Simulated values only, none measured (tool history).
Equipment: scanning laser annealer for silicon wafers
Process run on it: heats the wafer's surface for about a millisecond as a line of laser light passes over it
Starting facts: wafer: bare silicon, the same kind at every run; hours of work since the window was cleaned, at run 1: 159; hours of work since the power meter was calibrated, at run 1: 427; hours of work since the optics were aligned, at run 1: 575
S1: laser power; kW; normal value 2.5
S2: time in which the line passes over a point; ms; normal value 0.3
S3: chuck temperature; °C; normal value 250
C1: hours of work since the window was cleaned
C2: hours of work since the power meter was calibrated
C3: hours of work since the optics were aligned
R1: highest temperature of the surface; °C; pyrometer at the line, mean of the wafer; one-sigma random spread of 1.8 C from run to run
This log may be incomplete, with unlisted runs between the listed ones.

run    hour     S1     S2   S3   C1    C2    C3    R1
  1       0    2.5    0.3  250  159   427   575  1007
  2    37.4   2.47    0.3  250  177   445   592   993
  3    89.1   2.47    0.3  250  201   469   617   990
  4   122.2  2.604    0.3  250  217   485   632  1047
  5   175.6  2.604    0.3  250  242   510   657  1046
  6   226.7    2.5    0.3  250  266   534   682  1000
  7   270.3    2.5    0.3  250  287   555   702   997
  8   317.2    2.5    0.3  250  309   577   724  1002
  9   383.4    2.5    0.3  250  340   608   756  1000
 10   447.7    2.5    0.3  250  371   638   786   999
 11   507.6    2.5  0.263  250  399   667   814   954
 12   579.5    2.5  0.263  250  433   701   848   957
 13   640.1    2.5  0.263  250  462   729   877   952
 14   717.2    2.5  0.263  250  498   766   913   950
 15   768.9    2.5  0.263  250  522   790   938   951
 16   812.5    2.5  0.263  250  543   811   958   950
 17   881.7    2.5  0.309  250  576   843   991  1001
 18     930    2.5    0.3  250  598   866  1014   988
 19   992.2    2.5    0.3  250  628   896  1043   986
 20  1045.6    2.5    0.3  250  653   921  1068   987
 21  1108.4    2.5    0.3  250  683   950  1098   986
 22  1146.5  2.696  0.367  224  701   968  1116  1112
 23  1212.8  2.696  0.367  224  732  1000  1147  1109
     1250.8  -- window over the wafer cleaned
 24  1276.1  2.696  0.367  224   12  1029  1176  1123
 25  1309.3  2.696  0.367  224   28  1044  1192  1121
 26  1379.9    2.5  0.298  250   61  1078  1225   995
 27  1416.2    2.5  0.298  250   78  1095  1242   995
 28  1486.5    2.5  0.298  250  111  1128  1275   993
 29  1536.1   2.13  0.298  265  135  1151  1299   865
 30  1586.9   2.13  0.298  265  159  1175  1323   867
 31  1639.9  2.503  0.251  250  184  1200  1348   939
 32  1706.3  2.503  0.251  250  215  1232  1379   939
 33  1758.1  2.255  0.319  250  239  1256  1404   920
 34  1795.7  2.255  0.319  258  257  1274  1421   922
 35    1842  2.273    0.3  226  279  1296  1443   882
 36  1901.9  2.507  0.284  278  307  1324  1472  1003
 37  1940.2  2.507  0.284  278  325  1342  1490  1002
 38  2008.6  2.278  0.229  280  358  1374  1522   858
 39  2046.9  2.748  0.349  264  376  1392  1540  1152
 40  2121.8  2.748  0.349  264  411  1428  1575  1155
 41    2189  2.748  0.262  279  443  1460  1607  1064
 42  2233.9  2.748  0.262  279  464  1481  1628  1065

What differs in the tool's unlogged condition from the final listed run ahead of each entry between runs to the first listed run following it?
In the gap between runs 23 and 24: window over the wafer cleaned (hour 1250.8)
  light that passes the window, % of a clean one's: 98.35 -> 99.8; laser's true power over the reading, %: -1.05 -> -1.07; width of the line over the set one, %: 1.66 -> 1.71
  measured minus no-state result, R1: -45 -> -29 °C
